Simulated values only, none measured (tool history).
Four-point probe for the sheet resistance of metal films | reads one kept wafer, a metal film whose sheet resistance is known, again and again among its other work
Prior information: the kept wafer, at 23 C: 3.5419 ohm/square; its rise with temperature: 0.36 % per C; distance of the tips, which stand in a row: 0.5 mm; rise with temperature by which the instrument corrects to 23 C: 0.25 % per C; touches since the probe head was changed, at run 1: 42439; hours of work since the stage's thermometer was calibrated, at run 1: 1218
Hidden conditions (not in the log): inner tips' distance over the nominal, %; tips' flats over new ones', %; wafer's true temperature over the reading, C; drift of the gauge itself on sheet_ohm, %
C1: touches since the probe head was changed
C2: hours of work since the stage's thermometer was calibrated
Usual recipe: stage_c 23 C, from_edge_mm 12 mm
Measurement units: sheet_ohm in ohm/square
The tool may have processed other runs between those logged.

Run 1, hour 0: usual settings; C1 42439; C2 1218. Result: sheet_ohm 3.523685 ohm/square.
Run 2, hour 37.1: usual settings; C1 43268; C2 1237. Result: sheet_ohm 3.524039 ohm/square.
Run 3, hour 68.4: usual settings but stage_c 28 C; C1 43965; C2 1254. Result: sheet_ohm 3.541766 ohm/square.
Run 4, hour 104.3: usual settings but stage_c 28 C; C1 44768; C2 1272. Result: sheet_ohm 3.541778 ohm/square.
Run 5, hour 131.6: usual settings but stage_c 28 C; C1 45377; C2 1286. Result: sheet_ohm 3.541306 ohm/square.
Run 6, hour 182.4: usual settings but stage_c 28 C; C1 46510; C2 1313. Result: sheet_ohm 3.541877 ohm/square.
Run 7, hour 232.9: usual settings but stage_c 28 C; C1 47638; C2 1339. Result: sheet_ohm 3.54025 ohm/square.
Run 8, hour 266: usual settings; C1 48377; C2 1356. Result: sheet_ohm 3.523122 ohm/square.
Run 9, hour 299.8: usual settings but stage_c 26 C; C1 49130; C2 1373. Result: sheet_ohm 3.533152 ohm/square.
At hour 304.8: stage's thermometer calibrated.
Run 10, hour 325.8: usual settings but stage_c 27 C, from_edge_mm 35 mm; C1 49701; C2 11. Result: sheet_ohm 3.532429 ohm/square.
Run 11, hour 360.3: usual settings but stage_c 30 C, from_edge_mm 4 mm; C1 50470; C2 29. Result: sheet_ohm 3.572579 ohm/square.
Run 12, hour 401.1: usual settings but from_edge_mm 32 mm; C1 51381; C2 50. Result: sheet_ohm 3.518144 ohm/square.
Run 13, hour 438.3: usual settings but stage_c 22 C, from_edge_mm 52 mm; C1 52213; C2 69. Result: sheet_ohm 3.512988 ohm/square.
At hour 447.4: stage's thermometer calibrated, once more.
Run 14, hour 467.4: usual settings but stage_c 33 C, from_edge_mm 5 mm; C1 52850; C2 10. Result: sheet_ohm 3.579276 ohm/square.
Run 15, hour 513: usual settings but stage_c 33 C, from_edge_mm 5 mm; C1 53868; C2 34. Result: sheet_ohm 3.577684 ohm/square.
Run 16, hour 536.2: usual settings but stage_c 30 C, from_edge_mm 55 mm; C1 54386; C2 46. Result: sheet_ohm 3.548765 ohm/square.
Run 17, hour 574.9: usual settings but stage_c 30 C, from_edge_mm 55 mm; C1 55250; C2 66. Result: sheet_ohm 3.549035 ohm/square.
Run 18, hour 621.7: usual settings but stage_c 30 C, from_edge_mm 55 mm; C1 56295; C2 90. Result: sheet_ohm 3.549104 ohm/square.

Hidden state or all else? Some run-to-run changes of sheet_ohm, split into what the settings, what came in and random variation would give without the hidden state, and what is left for the hidden state (with any gauge scatter that isn't in both results):
Run 13 -> 14: stage_c 22 -> 33, from_edge_mm 52 -> 5, stage's thermometer calibrated, once more. sheet_ohm +0.066288 ohm/square: hidden state +0.006968, all else +0.05932.
